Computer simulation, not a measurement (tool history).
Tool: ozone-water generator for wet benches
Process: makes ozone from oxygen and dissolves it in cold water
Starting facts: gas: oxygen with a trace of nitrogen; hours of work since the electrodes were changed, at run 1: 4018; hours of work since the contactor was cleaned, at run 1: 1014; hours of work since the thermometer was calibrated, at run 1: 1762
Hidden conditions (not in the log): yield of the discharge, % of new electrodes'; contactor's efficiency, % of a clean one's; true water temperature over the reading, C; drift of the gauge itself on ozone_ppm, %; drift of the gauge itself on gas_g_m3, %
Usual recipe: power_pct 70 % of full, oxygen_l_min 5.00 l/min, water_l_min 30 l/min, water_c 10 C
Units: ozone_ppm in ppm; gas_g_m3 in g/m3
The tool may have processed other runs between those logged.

run    hour  power_pct  oxygen_l_min  water_l_min  water_c  hours of work since the electrodes were changed  hours of work since the contactor was cleaned  hours of work since the thermometer was calibrated  ozone_ppm  gas_g_m3
  1     0.0         70          5.00           30       10                                             4018                                           1014                                                1762       14.3     149.4
  2    99.6         70          5.00           30       10                                             4097                                           1093                                                1841       14.3     151.1
  3   235.3         70          4.80           30       10                                             4204                                           1201                                                1948       14.0     152.3
  4   368.0         70          4.80           30       10                                             4310                                           1306                                                2053       13.8     150.0
  5   517.7         70          5.00           30       10                                             4428                                           1424                                                2172       13.8     147.5
      530.0  -- water thermometer calibrated
  6   590.2         70          5.00           30       10                                             4485                                           1481                                                  48       13.8     146.7
  7   732.4         70          5.00           23       10                                             4598                                           1594                                                 160       17.5     145.9
  8   804.2         70          5.00           23       10                                             4655                                           1651                                                 217       17.4     145.2
  9   943.9         70          5.87           39       14                                             4766                                           1762                                                 328       10.9     134.5
 10  1071.4         83          4.01           27        6                                             4867                                           1863                                                 429       15.5     171.9
     1124.4  -- water thermometer calibrated, once more
 11  1155.2         83          4.01           27        6                                             4933                                           1929                                                  24       15.5     172.3
 12  1252.5         75          5.00           38       10                                             5010                                           2006                                                 102       11.1     149.4
 13  1399.9         75          5.00           38       10                                             5127                                           2123                                                 218       10.9     146.0
 14  1520.9         70          5.00           34       10                                             5222                                           2219                                                 314       11.7     140.3
 15  1593.5         70          5.45           34       10                                             5280                                           2276                                                 372       12.0     134.6

How the hidden state differs across the entries between the runs, from the last listed run before each to the first after it:
Run 5 -> run 6: water thermometer calibrated (hour 530.0)
  yield of the discharge, % of new electrodes': 80.5 -> 80.3; contactor's efficiency, % of a clean one's: 93.9 -> 93.7; true water temperature over the reading, C: 0.22 -> 0.26
  measured minus no-state result, ozone_ppm: -3.8 -> -3.9 ppm; gas_g_m3: -35.7 -> -35.9 g/m3
Run 10 -> run 11: water thermometer calibrated, once more (hour 1124.4)
  yield of the discharge, % of new electrodes': 78.6 -> 78.3; contactor's efficiency, % of a clean one's: 92.5 -> 92.3; true water temperature over the reading, C: 0.29 -> 0.07
  measured minus no-state result, ozone_ppm: -5.4 -> -5.5 ppm; gas_g_m3: -52.4 -> -53.6 g/m3

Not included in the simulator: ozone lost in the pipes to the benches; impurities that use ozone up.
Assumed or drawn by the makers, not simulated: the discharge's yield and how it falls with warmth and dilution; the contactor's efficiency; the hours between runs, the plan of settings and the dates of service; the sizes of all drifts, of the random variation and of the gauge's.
